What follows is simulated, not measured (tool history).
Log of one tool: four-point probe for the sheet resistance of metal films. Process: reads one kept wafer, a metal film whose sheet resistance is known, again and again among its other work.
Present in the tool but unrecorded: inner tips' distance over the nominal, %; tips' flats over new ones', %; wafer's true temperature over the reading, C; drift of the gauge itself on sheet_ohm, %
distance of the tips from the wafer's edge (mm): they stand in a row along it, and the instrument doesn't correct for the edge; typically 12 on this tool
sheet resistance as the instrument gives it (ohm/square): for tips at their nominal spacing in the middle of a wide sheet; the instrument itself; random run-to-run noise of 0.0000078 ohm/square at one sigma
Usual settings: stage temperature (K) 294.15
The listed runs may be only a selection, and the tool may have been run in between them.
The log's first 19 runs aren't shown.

run	hour	stage temperature (K)	distance of the tips from the wafer's edge (mm)	touches since the probe head was changed	hours of work since the stage's thermometer was calibrated	sheet resistance as the instrument gives it (ohm/square)
20	830.4	295.15	12	57889	1860	0.038923
21	853.7	295.15	12	58548	1870	0.038926
22	880.3	294.15	12	59300	1882	0.038955
23	930.7	294.15	14	60726	1904	0.038920
24	974.7	294.15	14	61969	1923	0.038942
25	1001.4	294.15	13	62725	1935	0.038942
26	1029.0	296.15	9	63506	1947	0.038911
27	1070.7	296.15	9	64685	1965	0.038909
28	1115.4	300.15	41	65951	1985	0.038774
29	1145.0	300.15	41	66789	1998	0.038754
30	1171.5	301.15	7	67539	2010	0.038851
31	1198.6	298.15	12	68305	2021	0.038843
32	1221.5	298.15	12	68951	2031	0.038842
33	1274.6	300.15	20	70454	2055	0.038762
34	1315.7	300.15	20	71617	2073	0.038764
35	1346.7	297.15	51	72493	2086	0.038821
36	1394.8	303.15	15	73855	2107	0.038718
37	1428.8	305.15	10	74815	2122	0.038683
38	1464.0	293.15	26	75810	2138	0.038918
39	1488.2	298.15	41	76495	2148	0.038797
40	1523.7	298.15	41	77500	2164	0.038807

For run 41, what comes out?
41	1553.5	298.15	41	78342	2177	?

{"run 41": {"sheet resistance as the instrument gives it (ohm/square)": 0.038805}}
With no hidden state in the tool, this same run would have given sheet resistance as the instrument gives it (ohm/square) 0.038970.

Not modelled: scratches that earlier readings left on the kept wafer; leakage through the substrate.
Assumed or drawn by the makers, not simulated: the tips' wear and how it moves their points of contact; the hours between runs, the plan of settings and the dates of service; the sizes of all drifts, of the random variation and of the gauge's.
